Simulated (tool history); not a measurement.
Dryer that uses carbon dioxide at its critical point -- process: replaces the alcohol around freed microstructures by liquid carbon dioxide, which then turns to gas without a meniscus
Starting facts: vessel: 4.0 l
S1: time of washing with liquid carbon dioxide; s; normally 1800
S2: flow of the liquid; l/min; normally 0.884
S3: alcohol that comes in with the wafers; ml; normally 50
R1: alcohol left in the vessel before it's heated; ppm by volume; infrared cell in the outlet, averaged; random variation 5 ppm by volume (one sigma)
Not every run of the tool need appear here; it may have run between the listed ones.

run,hour,S1,S2,S3,R1
1,0,1800,0.884,50,72
2,36.2,1800,0.884,50,74
3,69.4,1800,1.171,50,44
4,103.1,1800,1.171,50,55
5,126,1800,1.171,50,52
6,158.1,2100,0.884,50,69
7,177.2,2100,0.884,50,73
8,198.5,1800,0.884,50,101
9,220.8,1800,0.884,50,98
10,254.6,1800,0.884,50,106
11,285.1,1800,0.884,50,118
12,303.1,1800,0.884,50,109
13,335.5,1800,0.884,50,124
14,362.8,1800,0.884,50,120
15,399.1,1800,0.884,50,130
# hour 424.1: inlet filter changed
16,443.3,1800,0.884,50,110
17,468.5,1800,0.884,50,122
18,509,1800,0.884,50,132
19,544.2,1140,0.79,83,822
20,571,1140,0.79,83,851
21,597.7,1140,0.79,83,869
22,615.7,1800,0.884,89,169
23,647.9,1800,0.884,89,183
24,678.9,1860,0.767,89,255
25,713.3,1200,1.228,50,185
26,732.9,1200,0.905,120,758
27,759.3,1260,1.378,105,184
28,792.5,1800,0.884,30,144
29,822.2,1800,0.591,32,330
30,855.4,1800,0.641,50,374
# hour 859.1: inlet filter changed
31,875.6,1800,0.925,50,152
32,897.4,1800,0.642,50,279
33,926.1,1260,0.974,116,425
34,945.6,1800,1.199,45,149
35,979.3,1800,1.199,45,132
36,1017.8,1260,0.799,58,505

Alternative continuations, all from the tool just after run 36; predict every row:
A,1058.1,1380,0.799,65,?
B,1058.1,1680,1.188,39,?
C,1058.1,1800,0.884,61,?
D,1058.1,1380,0.807,50,?
E,1058.1,1080,0.785,58,?

run,R1
A,440
B,155
C,193
D,365
E,786
Take away the tool's hidden state, keep each run's random variation, and the runs would have read:
run,R1
A,246
B,13
C,42
D,181
E,556

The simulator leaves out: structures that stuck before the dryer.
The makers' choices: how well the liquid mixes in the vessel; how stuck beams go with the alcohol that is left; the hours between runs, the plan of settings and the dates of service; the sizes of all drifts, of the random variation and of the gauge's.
